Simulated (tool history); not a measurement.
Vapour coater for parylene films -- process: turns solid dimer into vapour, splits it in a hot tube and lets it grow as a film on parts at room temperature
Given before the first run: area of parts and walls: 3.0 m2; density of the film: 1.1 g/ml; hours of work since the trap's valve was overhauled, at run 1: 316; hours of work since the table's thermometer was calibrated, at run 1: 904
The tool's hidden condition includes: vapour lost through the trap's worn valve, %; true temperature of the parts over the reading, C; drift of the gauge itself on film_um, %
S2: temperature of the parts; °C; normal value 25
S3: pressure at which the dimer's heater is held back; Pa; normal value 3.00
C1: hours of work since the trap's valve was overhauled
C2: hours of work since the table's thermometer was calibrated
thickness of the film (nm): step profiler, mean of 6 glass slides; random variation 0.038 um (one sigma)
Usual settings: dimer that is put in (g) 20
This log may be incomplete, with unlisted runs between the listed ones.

Run 1, day 0.000: usual settings; C1 316; C2 904. Result: thickness of the film (nm) 3860.
Run 2, day 1.512: usual settings; C1 345; C2 933. Result: thickness of the film (nm) 3880.
Run 3, day 2.783: usual settings but S2 22 °C; C1 369; C2 958. Result: thickness of the film (nm) 4170.
Run 4, day 4.512: usual settings but S3 6.60 Pa; C1 402; C2 991. Result: thickness of the film (nm) 3520.
Run 5, day 5.642: usual settings but S3 6.60 Pa; C1 424; C2 1012. Result: thickness of the film (nm) 3540.
Run 6, day 7.667: usual settings but S3 6.60 Pa; C1 463; C2 1051. Result: thickness of the film (nm) 3510.
Run 7, day 9.025: usual settings; C1 489; C2 1077. Result: thickness of the film (nm) 3750.
Run 8, day 10.058: usual settings; C1 509; C2 1097. Result: thickness of the film (nm) 3760.
At day 11.612: trap's valve overhauled.
Run 9, day 12.050: usual settings; C1 8; C2 1132. Result: thickness of the film (nm) 3600.
At day 12.338: table's thermometer calibrated.
Run 10, day 13.692: usual settings; C1 39; C2 26. Result: thickness of the film (nm) 3630.
Run 11, day 14.662: usual settings but S3 4.95 Pa; C1 58; C2 45. Result: thickness of the film (nm) 3390.
At day 15.142: trap's valve overhauled, once more.
Run 12, day 16.817: usual settings but dimer that is put in (g) 12, S3 4.95 Pa; C1 32; C2 83. Result: thickness of the film (nm) 2280.
Run 13, day 18.788: usual settings but dimer that is put in (g) 36; C1 70; C2 120. Result: thickness of the film (nm) 7230.
Run 14, day 20.075: usual settings but S3 3.57 Pa; C1 95; C2 145. Result: thickness of the film (nm) 3890.
Run 15, day 21.104: usual settings but S3 3.57 Pa; C1 114; C2 165. Result: thickness of the film (nm) 3930.
Run 16, day 23.179: usual settings but S3 3.57 Pa; C1 154; C2 205. Result: thickness of the film (nm) 3920.
Run 17, day 24.988: usual settings but S3 5.27 Pa; C1 189; C2 239. Result: thickness of the film (nm) 3690.
Run 18, day 26.196: usual settings but dimer that is put in (g) 11; C1 212; C2 262. Result: thickness of the film (nm) 2170.
Run 19, day 27.450: usual settings but dimer that is put in (g) 11; C1 236; C2 286. Result: thickness of the film (nm) 2150.
Run 20, day 29.550: usual settings but dimer that is put in (g) 11; C1 276; C2 327. Result: thickness of the film (nm) 2160.
Run 21, day 30.962: usual settings; C1 303; C2 354. Result: thickness of the film (nm) 3910.
Run 22, day 33.208: usual settings; C1 346; C2 397. Result: thickness of the film (nm) 3910.
Run 23, day 34.171: usual settings; C1 365; C2 415. Result: thickness of the film (nm) 3830.
Run 24, day 35.954: usual settings but dimer that is put in (g) 24, S2 24 °C, S3 2.04 Pa; C1 399; C2 449. Result: thickness of the film (nm) 4910.
Run 25, day 37.033: usual settings but dimer that is put in (g) 24, S2 24 °C, S3 2.04 Pa; C1 419; C2 470. Result: thickness of the film (nm) 4910.
Run 26, day 38.700: usual settings but dimer that is put in (g) 21, S2 29 °C, S3 2.53 Pa; C1 451; C2 502. Result: thickness of the film (nm) 3590.
Run 27, day 39.625: usual settings but dimer that is put in (g) 13, S2 20 °C, S3 4.08 Pa; C1 469; C2 520. Result: thickness of the film (nm) 2730.
Run 28, day 41.929: usual settings but dimer that is put in (g) 21, S2 36 °C, S3 7.75 Pa; C1 513; C2 564. Result: thickness of the film (nm) 2590.
At day 43.288: trap's valve overhauled.
Run 29, day 43.346: usual settings but dimer that is put in (g) 14, S2 36 °C, S3 3.82 Pa; C1 1; C2 588. Result: thickness of the film (nm) 2000.
Run 30, day 45.508: usual settings but dimer that is put in (g) 14, S2 36 °C, S3 3.82 Pa; C1 43; C2 629. Result: thickness of the film (nm) 2000.

Run 31, settings as shown, results not yet in. Your forecast:
Run 31, day 47.296: usual settings but dimer that is put in (g) 21; C1 77; C2 663. Result: thickness of the film (nm) ?.

{"run 31": {"thickness of the film (nm)": 4220}}
With the hidden condition absent and the run-to-run variation left alone, this run would have shown thickness of the film (nm) 4270.

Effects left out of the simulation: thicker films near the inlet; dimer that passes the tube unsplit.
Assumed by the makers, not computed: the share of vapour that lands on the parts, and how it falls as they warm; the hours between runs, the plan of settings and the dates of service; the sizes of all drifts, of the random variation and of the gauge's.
